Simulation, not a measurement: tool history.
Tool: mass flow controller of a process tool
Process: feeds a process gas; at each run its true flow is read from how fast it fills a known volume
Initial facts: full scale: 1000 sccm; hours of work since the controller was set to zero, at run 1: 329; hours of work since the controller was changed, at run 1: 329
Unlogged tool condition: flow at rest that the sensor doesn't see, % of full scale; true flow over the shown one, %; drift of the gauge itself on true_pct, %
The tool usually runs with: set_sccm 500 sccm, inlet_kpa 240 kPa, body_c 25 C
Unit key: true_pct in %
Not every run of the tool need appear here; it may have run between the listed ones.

| run | hour | set_sccm | inlet_kpa | body_c | hours of work since the controller was set to zero | hours of work since the controller was changed | true_pct |
|---|---|---|---|---|---|---|---|
| 1 | 0 | 500 | 240 | 25 | 329 | 329 | 99.01 |
| 2 | 49.5 | 500 | 240 | 25 | 362 | 362 | 99.04 |
| 3 | 92.8 | 500 | 240 | 25 | 391 | 391 | 98.92 |
| 4 | 178.6 | 500 | 240 | 25 | 448 | 448 | 98.93 |
| 5 | 265.8 | 500 | 240 | 25 | 505 | 505 | 98.76 |
| 6 | 311.3 | 500 | 240 | 25 | 535 | 535 | 98.81 |
| 7 | 390.5 | 500 | 240 | 25 | 588 | 588 | 98.73 |
| 8 | 460.4 | 500 | 240 | 25 | 634 | 634 | 98.63 |
| 9 | 500.7 | 500 | 240 | 25 | 661 | 661 | 98.49 |
| 10 | 575.3 | 500 | 240 | 25 | 710 | 710 | 98.52 |
| 11 | 644.5 | 500 | 240 | 25 | 756 | 756 | 98.48 |
| 12 | 702.3 | 500 | 227 | 25 | 794 | 794 | 98.32 |
| 13 | 757.3 | 500 | 227 | 25 | 831 | 831 | 98.31 |
| 14 | 819.7 | 500 | 227 | 25 | 872 | 872 | 98.14 |
| 15 | 869 | 500 | 195 | 25 | 905 | 905 | 97.76 |
| 16 | 962.3 | 252 | 240 | 25 | 967 | 967 | 97.65 |
| 17 | 1007.2 | 887 | 240 | 25 | 996 | 996 | 99.06 |
| 18 | 1100.1 | 887 | 240 | 25 | 1058 | 1058 | 99.04 |
| 19 | 1172.4 | 500 | 240 | 25 | 1106 | 1106 | 97.99 |
| 20 | 1250.3 | 500 | 240 | 25 | 1157 | 1157 | 97.96 |
| 21 | 1319.1 | 500 | 240 | 25 | 1203 | 1203 | 97.73 |
| 22 | 1406.3 | 500 | 240 | 25 | 1261 | 1261 | 97.84 |
| 23 | 1446.8 | 500 | 240 | 25 | 1287 | 1287 | 97.77 |
| 24 | 1512.4 | 236 | 240 | 25 | 1331 | 1331 | 97.01 |
| 25 | 1574.7 | 236 | 240 | 25 | 1372 | 1372 | 96.82 |
| 26 | 1667.3 | 236 | 240 | 25 | 1434 | 1434 | 96.74 |
| 27 | 1748.5 | 303 | 240 | 25 | 1487 | 1487 | 96.93 |
| 28 | 1791.1 | 303 | 240 | 25 | 1515 | 1515 | 96.91 |
|  | 1835.9 | gauge calibrated |
| 29 | 1849.8 | 500 | 164 | 27 | 1554 | 1554 | 98.29 |
| 30 | 1942.8 | 500 | 164 | 27 | 1616 | 1616 | 98.27 |
| 31 | 2032.4 | 214 | 144 | 24 | 1675 | 1675 | 97.45 |
| 32 | 2090.3 | 500 | 147 | 25 | 1714 | 1714 | 98.06 |
| 33 | 2159.4 | 500 | 255 | 30 | 1759 | 1759 | 98.41 |
| 34 | 2206.5 | 500 | 255 | 30 | 1791 | 1791 | 98.31 |
| 35 | 2275.9 | 175 | 255 | 34 | 1837 | 1837 | 97.25 |
| 36 | 2358.3 | 175 | 219 | 37 | 1891 | 1891 | 96.5 |
| 37 | 2409.1 | 305 | 236 | 30 | 1925 | 1925 | 97.43 |
| 38 | 2453.9 | 305 | 236 | 30 | 1954 | 1954 | 97.56 |
| 39 | 2509.3 | 404 | 265 | 34 | 1991 | 1991 | 97.63 |
| 40 | 2563.5 | 404 | 265 | 34 | 2027 | 2027 | 97.43 |
| 41 | 2633.9 | 404 | 173 | 20 | 2074 | 2074 | 98.06 |
| 42 | 2720.1 | 404 | 173 | 20 | 2131 | 2131 | 97.89 |
| 43 | 2808.7 | 404 | 173 | 20 | 2189 | 2189 | 97.75 |
| 44 | 2859.2 | 130 | 180 | 22 | 2223 | 2223 | 97.09 |
| 45 | 2952 | 130 | 180 | 22 | 2284 | 2284 | 96.93 |
| 46 | 3042.7 | 730 | 222 | 25 | 2344 | 2344 | 98.25 |
| 47 | 3098 | 970 | 170 | 28 | 2381 | 2381 | 98.27 |

Below are 4 alternative next runs, each starting from the tool's condition after run 47. Predict each:
| A | 3135.6 | 500 | 218 | 21 | 2406 | 2406 | ? |
| B | 3135.6 | 970 | 194 | 21 | 2406 | 2406 | ? |
| C | 3135.6 | 406 | 154 | 27 | 2406 | 2406 | ? |
| D | 3135.6 | 100 | 259 | 22 | 2406 | 2406 | ? |

| run | true_pct |
|---|---|
| A | 98.03 |
| B | 99.01 |
| C | 96.83 |
| D | 97.18 |
Stripped of hidden state, with their random variation kept, the same runs would have yielded:
| run | true_pct |
|---|---|
| A | 99.23 |
| B | 100.23 |
| C | 98.02 |
| D | 98.38 |
